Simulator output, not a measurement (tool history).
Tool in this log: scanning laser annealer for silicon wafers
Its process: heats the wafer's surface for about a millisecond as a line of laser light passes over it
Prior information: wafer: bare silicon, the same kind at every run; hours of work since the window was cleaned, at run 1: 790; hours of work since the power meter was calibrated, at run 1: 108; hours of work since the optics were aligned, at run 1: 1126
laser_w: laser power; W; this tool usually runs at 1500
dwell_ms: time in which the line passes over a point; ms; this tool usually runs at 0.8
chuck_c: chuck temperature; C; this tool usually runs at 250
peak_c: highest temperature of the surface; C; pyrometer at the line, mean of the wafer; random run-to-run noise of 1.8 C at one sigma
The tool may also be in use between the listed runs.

run,hour,laser_w,dwell_ms,chuck_c,hours of work since the window was cleaned,hours of work since the power meter was calibrated,hours of work since the optics were aligned,peak_c
1,0,1500,0.8,250,790,108,1126,995
2,6.4,1500,0.8,267,795,113,1131,1012
3,13,1500,0.8,267,800,118,1136,1014
4,26.3,1500,0.8,267,810,128,1146,1013
5,32.3,1500,0.8,255,815,132,1150,1001
6,38.2,1500,0.575,250,819,137,1155,871
7,49.2,1500,0.575,250,827,145,1163,875
8,62.8,1314,0.575,250,837,155,1173,785
9,73.1,1500,0.8,250,845,163,1181,995
10,79.4,1500,0.8,267,850,168,1186,1010
11,88,1500,0.577,250,856,174,1192,872
12,93.6,1500,0.94,250,861,178,1197,1061
13,107.3,1500,0.707,250,871,189,1207,947
14,116.8,1500,0.707,250,878,196,1214,944
15,128.1,1500,0.707,250,887,204,1222,944
16,136.7,1460,0.916,225,893,211,1229,1000
17,146.1,1629,0.8,247,900,218,1236,1062
18,158.4,1290,0.8,250,909,227,1245,878
# hour 165.1: window over the wafer cleaned
19,169.9,1551,0.8,275,4,234,1252,1070
20,179.8,1551,0.8,275,11,242,1260,1068
21,192.9,1468,0.8,250,21,252,1270,997
22,204.8,1287,0.754,258,30,261,1279,878
23,216.3,1287,0.79,267,39,269,1287,907
24,225.2,1500,0.56,211,45,276,1294,841
25,235.7,1454,0.689,276,53,284,1302,954
26,248.9,1454,0.689,276,63,294,1312,957
27,259.1,1454,0.815,276,71,301,1319,1019
28,271.9,1305,0.713,241,80,311,1329,850
29,284.5,1500,0.578,265,90,320,1339,906

Some steps in peak_c between neighbouring runs. How much of each would the tool show without its hidden state too (settings, what came in, random variation), and how much is left for the hidden state, with any gauge scatter that isn't in both results?
Hidden state at play: light that passes the window, % of a clean one's; laser's true power over the reading, %; width of the line over the set one, %; drift of the gauge itself on peak_c, C.
Run 8 -> 9: laser_w 1314 -> 1500, dwell_ms 0.575 -> 0.8. peak_c +210 C: hidden state -9, all else +219.
Run 18 -> 19: laser_w 1290 -> 1551, chuck_c 250 -> 275, window over the wafer cleaned. peak_c +192 C: hidden state +18, all else +174.

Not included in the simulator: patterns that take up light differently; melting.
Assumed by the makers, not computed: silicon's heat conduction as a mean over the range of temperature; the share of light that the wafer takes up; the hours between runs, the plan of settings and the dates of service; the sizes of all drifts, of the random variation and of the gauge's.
